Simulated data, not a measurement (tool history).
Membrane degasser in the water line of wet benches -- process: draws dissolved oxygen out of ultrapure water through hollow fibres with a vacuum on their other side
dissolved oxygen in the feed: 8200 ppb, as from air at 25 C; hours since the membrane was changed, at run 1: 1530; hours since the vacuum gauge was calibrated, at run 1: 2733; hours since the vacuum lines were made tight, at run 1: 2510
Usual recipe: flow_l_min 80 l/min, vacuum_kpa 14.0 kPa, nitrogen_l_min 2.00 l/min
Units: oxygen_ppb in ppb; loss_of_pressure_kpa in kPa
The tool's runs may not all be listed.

| run | hour | flow_l_min | vacuum_kpa | nitrogen_l_min | hours since the membrane was changed | hours since the vacuum gauge was calibrated | hours since the vacuum lines were made tight | oxygen_ppb | loss_of_pressure_kpa |
|---|---|---|---|---|---|---|---|---|---|
| 1 | 0.0 | 80 | 14.0 | 2.00 | 1530 | 2733 | 2510 | 844.2 | 54.47 |
| 2 | 80.1 | 80 | 14.0 | 2.00 | 1610 | 2813 | 2590 | 844.3 | 55.02 |
| 3 | 131.1 | 80 | 14.0 | 2.00 | 1661 | 2864 | 2641 | 846.9 | 54.80 |
| 4 | 195.5 | 80 | 14.0 | 2.00 | 1725 | 2928 | 2705 | 857.3 | 54.81 |
| 5 | 241.3 | 80 | 14.0 | 2.00 | 1771 | 2974 | 2751 | 844.4 | 54.75 |
| 6 | 285.5 | 80 | 14.0 | 2.00 | 1816 | 3018 | 2795 | 845.5 | 54.75 |
| 7 | 360.5 | 80 | 14.0 | 2.00 | 1890 | 3093 | 2870 | 842.4 | 54.71 |
| 8 | 407.6 | 80 | 14.0 | 2.00 | 1938 | 3141 | 2917 | 850.3 | 54.86 |
| 9 | 478.1 | 80 | 14.0 | 2.00 | 2008 | 3211 | 2988 | 846.0 | 54.55 |
| 10 | 555.8 | 80 | 14.0 | 2.00 | 2086 | 3289 | 3065 | 846.6 | 54.95 |
| 11 | 618.1 | 80 | 14.0 | 2.00 | 2148 | 3351 | 3128 | 852.0 | 55.05 |
| 12 | 665.1 | 80 | 14.0 | 2.00 | 2195 | 3398 | 3175 | 851.3 | 55.02 |
| 13 | 704.9 | 66 | 14.0 | 2.00 | 2235 | 3438 | 3214 | 720.5 | 45.43 |
| 14 | 738.3 | 66 | 14.0 | 2.00 | 2268 | 3471 | 3248 | 718.1 | 45.44 |
| 15 | 793.4 | 66 | 14.0 | 2.00 | 2323 | 3526 | 3303 | 727.7 | 45.12 |
| 16 | 834.7 | 66 | 14.0 | 2.00 | 2365 | 3568 | 3344 | 726.2 | 44.91 |
| 17 | 901.8 | 56 | 14.0 | 2.50 | 2432 | 3635 | 3411 | 536.4 | 38.56 |
| 18 | 976.1 | 96 | 10.5 | 2.00 | 2506 | 3709 | 3486 | 704.2 | 66.36 |
| 19 | 1023.5 | 96 | 10.5 | 2.00 | 2553 | 3756 | 3533 | 697.4 | 65.66 |
| 20 | 1057.8 | 111 | 18.1 | 4.51 | 2588 | 3791 | 3567 | 812.2 | 76.48 |
| 21 | 1114.0 | 111 | 18.1 | 4.51 | 2644 | 3847 | 3624 | 817.1 | 76.20 |
| 22 | 1188.7 | 111 | 18.1 | 4.51 | 2719 | 3922 | 3698 | 815.6 | 76.25 |
| 23 | 1253.6 | 101 | 10.6 | 1.65 | 2784 | 3987 | 3763 | 834.0 | 69.65 |
| 24 | 1336.2 | 101 | 10.6 | 1.65 | 2866 | 4069 | 3846 | 832.9 | 69.53 |
| 25 | 1385.8 | 101 | 10.6 | 1.65 | 2916 | 4119 | 3895 | 835.7 | 68.77 |

Predict the results of run 26:
| 26 | 1431.1 | 62 | 12.5 | 2.00 | 2961 | 4164 | 3941 | ? | ? |

Run 26 yielded oxygen_ppb 597.6 ppb, loss_of_pressure_kpa 42.36 kPa.
Were there no unlogged condition in the tool, this run, its random variation unchanged, would have produced oxygen_ppb 597.4 ppb, loss_of_pressure_kpa 42.34 kPa.

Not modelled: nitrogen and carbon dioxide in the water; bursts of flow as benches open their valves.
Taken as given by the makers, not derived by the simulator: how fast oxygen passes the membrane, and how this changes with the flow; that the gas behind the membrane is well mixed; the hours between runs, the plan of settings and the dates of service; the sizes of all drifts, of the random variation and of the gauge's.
